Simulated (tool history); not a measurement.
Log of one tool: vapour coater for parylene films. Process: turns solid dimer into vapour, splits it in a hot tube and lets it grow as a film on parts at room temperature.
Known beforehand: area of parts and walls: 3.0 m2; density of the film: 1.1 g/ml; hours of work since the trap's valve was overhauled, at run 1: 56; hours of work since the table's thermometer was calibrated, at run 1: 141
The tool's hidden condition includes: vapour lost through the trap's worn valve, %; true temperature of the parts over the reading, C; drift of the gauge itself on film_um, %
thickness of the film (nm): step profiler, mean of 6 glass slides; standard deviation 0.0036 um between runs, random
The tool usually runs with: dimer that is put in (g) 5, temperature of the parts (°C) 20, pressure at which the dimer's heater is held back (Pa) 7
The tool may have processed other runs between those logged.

| run | hour | dimer that is put in (g) | temperature of the parts (°C) | pressure at which the dimer's heater is held back (Pa) | hours of work since the trap's valve was overhauled | hours of work since the table's thermometer was calibrated | thickness of the film (nm) |
|---|---|---|---|---|---|---|---|
| 1 | 0 | 5 | 20 | 7 | 56 | 141 | 871 |
| 2 | 30.9 | 5 | 20 | 7 | 81 | 167 | 869 |
| 3 | 59.1 | 5 | 20 | 7 | 105 | 190 | 867 |
| 4 | 81.2 | 5 | 20 | 7 | 123 | 208 | 854 |
| 5 | 97.1 | 5 | 20 | 7 | 136 | 222 | 856 |
| 6 | 130 | 5 | 18 | 7 | 163 | 249 | 885 |
| 7 | 161.5 | 5 | 18 | 7 | 189 | 275 | 877 |
| 8 | 189.9 | 6 | 20 | 7 | 213 | 298 | 1014 |
| 9 | 208 | 6 | 20 | 7 | 228 | 313 | 1014 |
| 10 | 221.8 | 5 | 20 | 7 | 239 | 325 | 842 |
| 11 | 237.4 | 5 | 20 | 7 | 252 | 338 | 836 |
| 12 | 253.5 | 5 | 20 | 7 | 265 | 351 | 838 |
| 13 | 267.6 | 5 | 14 | 7 | 277 | 363 | 923 |
| 14 | 290.4 | 5 | 14 | 7 | 296 | 381 | 918 |
|  | 306.1 | trap's valve overhauled |
| 15 | 311 | 5 | 14 | 7 | 4 | 395 | 979 |
| 16 | 327.8 | 5 | 14 | 7 | 18 | 409 | 971 |
| 17 | 355.6 | 4 | 20 | 7 | 41 | 432 | 705 |
| 18 | 379.5 | 6 | 20 | 7 | 61 | 452 | 1051 |
| 19 | 407.4 | 5 | 20 | 7 | 84 | 475 | 873 |
| 20 | 436.8 | 6 | 20 | 7 | 108 | 499 | 1043 |
| 21 | 467.1 | 6 | 20 | 7 | 133 | 524 | 1040 |
| 22 | 483.6 | 5 | 20 | 6.48 | 147 | 538 | 877 |
| 23 | 509.6 | 8 | 20 | 7 | 168 | 559 | 1378 |
| 24 | 534.8 | 8 | 20 | 4.73 | 189 | 580 | 1471 |
| 25 | 566.2 | 5 | 23 | 6.43 | 215 | 606 | 824 |
| 26 | 597.3 | 5 | 23 | 7.5 | 241 | 632 | 793 |
| 27 | 619.1 | 3 | 25 | 7.88 | 258 | 650 | 451 |
| 28 | 640.2 | 3 | 25 | 7.88 | 276 | 667 | 454 |
| 29 | 659.8 | 4 | 25 | 8.6 | 292 | 683 | 588 |
|  | 679.7 | trap's valve overhauled |
| 30 | 679.7 | 3 | 28 | 11.67 | 0 | 696 | 418 |
| 31 | 710.2 | 8 | 31 | 3.41 | 25 | 721 | 1345 |
| 32 | 733.7 | 5 | 31 | 10.02 | 45 | 741 | 678 |
| 33 | 764.7 | 5 | 20 | 2.15 | 70 | 767 | 1096 |
| 34 | 782.8 | 5 | 20 | 2.15 | 85 | 781 | 1088 |
| 35 | 799.9 | 4 | 12 | 3.15 | 99 | 796 | 922 |
| 36 | 817.9 | 4 | 12 | 3.15 | 114 | 810 | 922 |
| 37 | 834 | 5 | 18 | 2.67 | 128 | 824 | 1076 |
| 38 | 864.2 | 4 | 20 | 7 | 152 | 849 | 688 |
| 39 | 887.5 | 4 | 20 | 7 | 172 | 868 | 683 |
| 40 | 908 | 4 | 20 | 7 | 189 | 885 | 683 |
| 41 | 939.3 | 7 | 20 | 7 | 214 | 911 | 1189 |
| 42 | 954.3 | 2 | 20 | 5.12 | 227 | 923 | 359 |
| 43 | 974.5 | 8 | 21 | 5.29 | 244 | 940 | 1406 |
| 44 | 998.8 | 7 | 13 | 5.29 | 264 | 960 | 1399 |
| 45 | 1013.9 | 7 | 13 | 5.29 | 276 | 972 | 1400 |
| 46 | 1040 | 4 | 20 | 5.5 | 298 | 994 | 701 |
|  | 1053.1 | trap's valve overhauled |
| 47 | 1072 | 4 | 20 | 6.99 | 16 | 1017 | 713 |

Selected run-to-run steps in thickness of the film (nm), each split into two signed amounts: the part the tool would show with no hidden state at all (from settings, incoming material and random variation), and the remainder, which goes to the hidden state together with any gauge scatter not common to the measured and the hidden-state-free results:
Run 14 -> 15: trap's valve overhauled. thickness of the film (nm) +61: hidden state +60, all else +1.
Run 30 -> 31: dimer that is put in (g) 3 -> 8, temperature of the parts (°C) 28 -> 31, pressure at which the dimer's heater is held back (Pa) 11.67 -> 3.41. thickness of the film (nm) +927: hidden state +0, all else +927.
Run 41 -> 42: dimer that is put in (g) 7 -> 2, pressure at which the dimer's heater is held back (Pa) 7 -> 5.12. thickness of the film (nm) -830: hidden state +28, all else -858.
Run 42 -> 43: dimer that is put in (g) 2 -> 8, temperature of the parts (°C) 20 -> 21, pressure at which the dimer's heater is held back (Pa) 5.12 -> 5.29. thickness of the film (nm) +1047: hidden state -45, all else +1092.
Run 46 -> 47: pressure at which the dimer's heater is held back (Pa) 5.5 -> 6.99, trap's valve overhauled. thickness of the film (nm) +12: hidden state +45, all else -33.

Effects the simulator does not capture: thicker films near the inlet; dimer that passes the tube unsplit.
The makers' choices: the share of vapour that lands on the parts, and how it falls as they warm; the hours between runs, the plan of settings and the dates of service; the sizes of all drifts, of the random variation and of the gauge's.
